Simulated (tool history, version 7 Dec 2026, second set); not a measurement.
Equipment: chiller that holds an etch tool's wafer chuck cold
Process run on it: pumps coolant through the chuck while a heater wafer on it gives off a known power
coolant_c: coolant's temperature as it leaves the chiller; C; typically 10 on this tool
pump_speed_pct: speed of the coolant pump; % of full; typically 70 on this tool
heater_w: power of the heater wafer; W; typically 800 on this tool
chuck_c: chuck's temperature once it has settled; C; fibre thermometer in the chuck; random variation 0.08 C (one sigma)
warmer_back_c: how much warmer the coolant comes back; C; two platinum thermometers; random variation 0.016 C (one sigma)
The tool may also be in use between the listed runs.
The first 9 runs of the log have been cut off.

run    hour  coolant_c  pump_speed_pct  heater_w  hours since the coolant was changed and the channels were flushed  hours since the pump was overhauled  hours since the chiller's thermometer was calibrated  chuck_c  warmer_back_c
 10   823.1         10              67       800                                                                675                                 3589                                                  1315     17.2           3.42
 11   890.6         10              67       800                                                                743                                 3656                                                  1382    17.31           3.42
 12   973.9         10              67       800                                                                826                                 3740                                                  1466    17.19           3.44
 13  1079.2         10              67       800                                                                932                                 3845                                                  1571    17.25           3.41
 14    1156         15              70       800                                                               1008                                 3922                                                  1648    22.24           3.28
 15    1223         15              70       800                                                               1075                                 3989                                                  1715    22.27           3.29
 16  1278.1         15              70       800                                                               1131                                 4044                                                  1770    22.11            3.3
 17  1360.3         15              70       800                                                               1213                                 4126                                                  1852    22.31           3.29
 18  1418.1         12              80       800                                                               1270                                 4184                                                  1910    18.49           2.87
 19  1472.4         18              63       822                                                               1325                                 4238                                                  1964    26.03           3.77
 20  1567.3         18              63       405                                                               1420                                 4333                                                  2059    22.49           1.88
 21  1661.1         18              63       405                                                               1514                                 4427                                                  2153    22.44            1.9
 22  1743.6          5              60       800                                                               1596                                 4510                                                  2236     13.5           3.88
 23  1857.8          5              83       800                                                               1710                                 4624                                                  2350    11.87           2.78
 24  1912.5          8              86       568                                                               1765                                 4678                                                  2404    12.95           1.91
 25  2023.1          8              86       568                                                               1875                                 4789                                                  2515    12.95           1.91
 26  2117.6          8              86       568                                                               1970                                 4883                                                  2609     12.9           1.92
 27  2189.9          8              86       746                                                               2042                                 4956                                                  2682    14.41           2.54
 28  2290.1          8              86       746                                                               2143                                 5056                                                  2782    14.32           2.52
     2353.7  -- chiller's thermometer calibrated
 29  2368.4          8              86       746                                                               2220                                 5133                                                    15    13.39           2.49
 30  2426.2          8              86       746                                                               2278                                 5191                                                    72    13.51           2.55
 31  2508.1          7              86       799                                                               2360                                 5273                                                   154     12.9           2.71
 32  2623.2         10              66       718                                                               2475                                 5388                                                   269    16.58           3.19
 33  2736.1         16              74       703                                                               2587                                 5501                                                   382     22.2           2.81

3 ways to go on from here, each from the tool as it stands after run 33. What would each give?
  A  2835.9          2              63       703                                                               2687                                 5601                                                   482        ?              ?
  B  2835.9         13              74       788                                                               2687                                 5601                                                   482        ?              ?
  C  2835.9         16              95      1125                                                               2687                                 5601                                                   482        ?              ?

run  chuck_c  warmer_back_c
  A     9.02            3.3
  B    19.88           3.09
  C    24.02           3.44
Without the tool's hidden state the same runs would have given:
run  chuck_c  warmer_back_c
  A     7.97              3
  B    18.83           2.81
  C    22.79           3.13
